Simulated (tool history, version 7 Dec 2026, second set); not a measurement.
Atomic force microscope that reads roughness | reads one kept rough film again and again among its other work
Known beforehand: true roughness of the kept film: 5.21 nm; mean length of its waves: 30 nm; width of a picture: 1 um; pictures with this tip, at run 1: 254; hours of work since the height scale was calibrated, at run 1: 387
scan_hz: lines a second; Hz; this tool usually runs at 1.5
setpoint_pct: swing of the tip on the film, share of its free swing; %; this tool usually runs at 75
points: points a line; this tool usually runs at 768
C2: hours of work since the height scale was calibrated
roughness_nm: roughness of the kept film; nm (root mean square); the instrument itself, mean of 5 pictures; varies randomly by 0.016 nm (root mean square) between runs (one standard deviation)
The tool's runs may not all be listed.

run 1 hour=0 | scan_hz=1.5 setpoint_pct=75 points=768 | pictures_with_this_tip=254 C2=387 | roughness_nm=3.411
run 2 hour=11.6 | scan_hz=1.5 setpoint_pct=75 points=768 | pictures_with_this_tip=278 C2=395 | roughness_nm=3.338
run 3 hour=21.9 | scan_hz=1.5 setpoint_pct=68 points=768 | pictures_with_this_tip=300 C2=403 | roughness_nm=3.43
run 4 hour=29.4 | scan_hz=0.8 setpoint_pct=68 points=768 | pictures_with_this_tip=315 C2=408 | roughness_nm=3.53
run 5 hour=44.9 | scan_hz=0.8 setpoint_pct=68 points=768 | pictures_with_this_tip=347 C2=419 | roughness_nm=3.455
-- hour=57.7 new tip fitted
run 6 hour=62.4 | scan_hz=1.5 setpoint_pct=75 points=768 | pictures_with_this_tip=9 C2=432 | roughness_nm=3.948
run 7 hour=71.4 | scan_hz=1.5 setpoint_pct=75 points=351 | pictures_with_this_tip=28 C2=438 | roughness_nm=3.906
run 8 hour=87.2 | scan_hz=1.5 setpoint_pct=75 points=718 | pictures_with_this_tip=60 C2=450 | roughness_nm=3.829
run 9 hour=94.5 | scan_hz=1.5 setpoint_pct=75 points=718 | pictures_with_this_tip=76 C2=455 | roughness_nm=3.823
run 10 hour=110.4 | scan_hz=1.5 setpoint_pct=75 points=718 | pictures_with_this_tip=108 C2=466 | roughness_nm=3.747
run 11 hour=120.9 | scan_hz=1.5 setpoint_pct=75 points=357 | pictures_with_this_tip=130 C2=474 | roughness_nm=3.658
run 12 hour=138.1 | scan_hz=0.73 setpoint_pct=75 points=357 | pictures_with_this_tip=166 C2=486 | roughness_nm=3.794
run 13 hour=147.8 | scan_hz=0.62 setpoint_pct=75 points=766 | pictures_with_this_tip=185 C2=493 | roughness_nm=3.825
run 14 hour=162.6 | scan_hz=1.5 setpoint_pct=80 points=261 | pictures_with_this_tip=216 C2=504 | roughness_nm=3.328
run 15 hour=176.6 | scan_hz=2.84 setpoint_pct=80 points=353 | pictures_with_this_tip=245 C2=514 | roughness_nm=2.944
run 16 hour=192 | scan_hz=1.05 setpoint_pct=80 points=353 | pictures_with_this_tip=277 C2=526 | roughness_nm=3.383
run 17 hour=200.2 | scan_hz=1.05 setpoint_pct=80 points=353 | pictures_with_this_tip=294 C2=531 | roughness_nm=3.376
run 18 hour=209.6 | scan_hz=1.47 setpoint_pct=75 points=768 | pictures_with_this_tip=313 C2=538 | roughness_nm=3.328
run 19 hour=216.6 | scan_hz=0.78 setpoint_pct=75 points=300 | pictures_with_this_tip=328 C2=543 | roughness_nm=3.45
run 20 hour=230.9 | scan_hz=1.03 setpoint_pct=65 points=934 | pictures_with_this_tip=357 C2=554 | roughness_nm=3.504
run 21 hour=237.9 | scan_hz=1.5 setpoint_pct=80 points=335 | pictures_with_this_tip=372 C2=559 | roughness_nm=3.096

What if the next run were any one of these 3? Each begins from the tool's condition after run 21:
-- hour=239.8 new tip fitted
run A hour=250.8 | scan_hz=1.1 setpoint_pct=61 points=676 | pictures_with_this_tip=23 C2=568 | roughness_nm=?
-- hour=239.8 new tip fitted
run B hour=250.8 | scan_hz=1.5 setpoint_pct=81 points=335 | pictures_with_this_tip=23 C2=568 | roughness_nm=?
-- hour=239.8 new tip fitted
run C hour=250.8 | scan_hz=0.62 setpoint_pct=56 points=335 | pictures_with_this_tip=23 C2=568 | roughness_nm=?

run=A roughness_nm=4.238
run=B roughness_nm=3.725
run=C roughness_nm=4.285
Without the tool's hidden state the same runs would have given:
run=A roughness_nm=4.309
run=B roughness_nm=3.787
run=C roughness_nm=4.357
